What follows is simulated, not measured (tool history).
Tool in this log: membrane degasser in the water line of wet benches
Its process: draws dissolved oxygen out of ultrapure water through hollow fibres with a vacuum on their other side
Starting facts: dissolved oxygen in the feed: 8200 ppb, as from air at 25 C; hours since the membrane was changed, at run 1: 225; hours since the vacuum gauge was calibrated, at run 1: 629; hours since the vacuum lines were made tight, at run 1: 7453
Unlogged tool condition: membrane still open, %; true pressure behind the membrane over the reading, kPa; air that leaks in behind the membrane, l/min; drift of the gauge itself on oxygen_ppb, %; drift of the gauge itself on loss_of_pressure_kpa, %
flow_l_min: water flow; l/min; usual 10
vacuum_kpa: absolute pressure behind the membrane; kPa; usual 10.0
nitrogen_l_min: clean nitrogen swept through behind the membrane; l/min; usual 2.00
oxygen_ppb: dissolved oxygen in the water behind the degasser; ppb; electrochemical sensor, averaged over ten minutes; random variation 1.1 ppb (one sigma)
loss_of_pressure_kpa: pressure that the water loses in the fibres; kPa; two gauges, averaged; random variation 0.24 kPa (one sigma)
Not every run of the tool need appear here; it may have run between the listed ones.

run     day  flow_l_min  vacuum_kpa  nitrogen_l_min  hours since the membrane was changed  hours since the vacuum gauge was calibrated  hours since the vacuum lines were made tight  oxygen_ppb  loss_of_pressure_kpa
  1   0.000          10        10.0            2.00                                   225                                          629                                          7453       104.4                 61.09
  2   2.375          10         6.4            2.00                                   281                                          686                                          7510        61.3                 60.90
  3   3.971          10         6.4            2.00                                   320                                          725                                          7548        60.5                 61.11
  4   6.025          10         6.4            1.15                                   369                                          774                                          7598        87.1                 61.32
  5   7.950          10         6.4            0.99                                   415                                          820                                          7644        97.5                 61.73
  6   9.058           7         6.4            2.74                                   442                                          847                                          7670        29.4                 42.92
  7  11.142          10        22.7            4.93                                   492                                          897                                          7720       121.1                 61.24
  8  13.533          10        22.7            4.93                                   549                                          954                                          7778       121.5                 61.17
  9  15.283          11        15.4            3.56                                   591                                          996                                          7820       120.6                 67.75
 10  17.096           9         9.5            0.94                                   635                                         1040                                          7863       161.3                 55.21

Below, each run's measurement less what the same run would have read without the hidden state. Both values contain the same run-to-run variation, but the gauge's scatter may not be the same in both:
run  oxygen_ppb  loss_of_pressure_kpa
  1        +2.7                 +0.09
  2        +1.2                 +0.10
  3        +1.2                 +0.13
  4        +1.7                 +0.14
  5        +1.9                 +0.16
  6        +1.1                 +0.12
  7        +4.2                 +0.19
  8        +4.3                 +0.21
  9        +3.7                 +0.25
 10        +4.9                 +0.23

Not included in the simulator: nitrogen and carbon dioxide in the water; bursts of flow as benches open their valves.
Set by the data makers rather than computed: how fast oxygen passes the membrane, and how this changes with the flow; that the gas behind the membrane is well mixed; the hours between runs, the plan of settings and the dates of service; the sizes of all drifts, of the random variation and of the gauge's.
